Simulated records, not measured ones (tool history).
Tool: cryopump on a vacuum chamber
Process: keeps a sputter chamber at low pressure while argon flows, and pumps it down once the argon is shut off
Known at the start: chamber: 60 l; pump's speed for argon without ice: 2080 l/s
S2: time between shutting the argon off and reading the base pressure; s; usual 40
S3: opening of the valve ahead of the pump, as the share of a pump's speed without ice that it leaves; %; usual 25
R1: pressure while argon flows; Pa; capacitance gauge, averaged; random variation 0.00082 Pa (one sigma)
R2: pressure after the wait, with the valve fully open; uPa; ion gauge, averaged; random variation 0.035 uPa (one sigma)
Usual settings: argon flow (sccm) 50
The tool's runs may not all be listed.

{"run": 1, "hour": 0.0, "argon flow (sccm)": 50, "S2": 40, "S3": 25, "R1": 0.1647, "R2": 2.69}
{"run": 2, "hour": 7.9, "argon flow (sccm)": 50, "S2": 40, "S3": 25, "R1": 0.1636, "R2": 2.66}
{"run": 3, "hour": 17.2, "argon flow (sccm)": 50, "S2": 40, "S3": 25, "R1": 0.1644, "R2": 2.79}
{"run": 4, "hour": 31.6, "argon flow (sccm)": 50, "S2": 206, "S3": 25, "R1": 0.1634, "R2": 1.29}
{"run": 5, "hour": 42.6, "argon flow (sccm)": 50, "S2": 206, "S3": 25, "R1": 0.1641, "R2": 1.34}
{"run": 6, "hour": 52.5, "argon flow (sccm)": 50, "S2": 206, "S3": 25, "R1": 0.1656, "R2": 1.31}
{"run": 7, "hour": 59.1, "argon flow (sccm)": 50, "S2": 43, "S3": 25, "R1": 0.1654, "R2": 2.61}
{"run": 8, "hour": 66.2, "argon flow (sccm)": 50, "S2": 43, "S3": 25, "R1": 0.1641, "R2": 2.59}
{"run": 9, "hour": 79.8, "argon flow (sccm)": 50, "S2": 40, "S3": 25, "R1": 0.1639, "R2": 2.84}
{"run": 10, "hour": 93.5, "argon flow (sccm)": 50, "S2": 40, "S3": 25, "R1": 0.1652, "R2": 2.78}
{"run": 11, "hour": 105.6, "argon flow (sccm)": 50, "S2": 40, "S3": 25, "R1": 0.1647, "R2": 2.73}
{"run": 12, "hour": 118.6, "argon flow (sccm)": 50, "S2": 40, "S3": 52, "R1": 0.0809, "R2": 2.78}
{"run": 13, "hour": 129.5, "argon flow (sccm)": 50, "S2": 40, "S3": 52, "R1": 0.0805, "R2": 2.81}
{"run": 14, "hour": 140.0, "argon flow (sccm)": 79, "S2": 40, "S3": 25, "R1": 0.2614, "R2": 2.8}
{"run": 15, "hour": 154.4, "argon flow (sccm)": 100, "S2": 40, "S3": 25, "R1": 0.3301, "R2": 2.85}
{"run": 16, "hour": 161.9, "argon flow (sccm)": 100, "S2": 40, "S3": 25, "R1": 0.3298, "R2": 2.76}
{"run": 17, "hour": 168.8, "argon flow (sccm)": 100, "S2": 40, "S3": 25, "R1": 0.3297, "R2": 2.89}
{"run": 18, "hour": 179.4, "argon flow (sccm)": 100, "S2": 40, "S3": 25, "R1": 0.3311, "R2": 2.82}
{"run": 19, "hour": 191.1, "argon flow (sccm)": 59, "S2": 40, "S3": 34, "R1": 0.1445, "R2": 2.85}
{"run": 20, "hour": 200.1, "argon flow (sccm)": 59, "S2": 40, "S3": 34, "R1": 0.1445, "R2": 2.88}
{"run": 21, "hour": 215.4, "argon flow (sccm)": 59, "S2": 40, "S3": 34, "R1": 0.1447, "R2": 2.88}
{"run": 22, "hour": 222.5, "argon flow (sccm)": 63, "S2": 29, "S3": 34, "R1": 0.1555, "R2": 3.51}
{"run": 23, "hour": 230.2, "argon flow (sccm)": 43, "S2": 40, "S3": 33, "R1": 0.1083, "R2": 2.93}
{"run": 24, "hour": 236.9, "argon flow (sccm)": 54, "S2": 286, "S3": 53, "R1": 0.0864, "R2": 1.35}
{"run": 25, "hour": 252.7, "argon flow (sccm)": 42, "S2": 69, "S3": 53, "R1": 0.0661, "R2": 2.14}
{"run": 26, "hour": 264.9, "argon flow (sccm)": 31, "S2": 298, "S3": 30, "R1": 0.0871, "R2": 1.34}
{"run": 27, "hour": 272.5, "argon flow (sccm)": 31, "S2": 298, "S3": 30, "R1": 0.0858, "R2": 1.35}
{"run": 28, "hour": 284.1, "argon flow (sccm)": 50, "S2": 34, "S3": 54, "R1": 0.0782, "R2": 3.19}
{"run": 29, "hour": 296.2, "argon flow (sccm)": 64, "S2": 21, "S3": 32, "R1": 0.1666, "R2": 4.53}
{"run": 30, "hour": 309.6, "argon flow (sccm)": 64, "S2": 21, "S3": 32, "R1": 0.1675, "R2": 4.51}

Run 31 comes next. What will it give?
{"run": 31, "hour": 323.0, "argon flow (sccm)": 68, "S2": 52, "S3": 16, "R1": "?", "R2": "?"}

R1: 0.3508 Pa
R2: 2.50 uPa
Without the tool's hidden state the same run would have given R1 0.3460 Pa, R2 1.49 uPa.

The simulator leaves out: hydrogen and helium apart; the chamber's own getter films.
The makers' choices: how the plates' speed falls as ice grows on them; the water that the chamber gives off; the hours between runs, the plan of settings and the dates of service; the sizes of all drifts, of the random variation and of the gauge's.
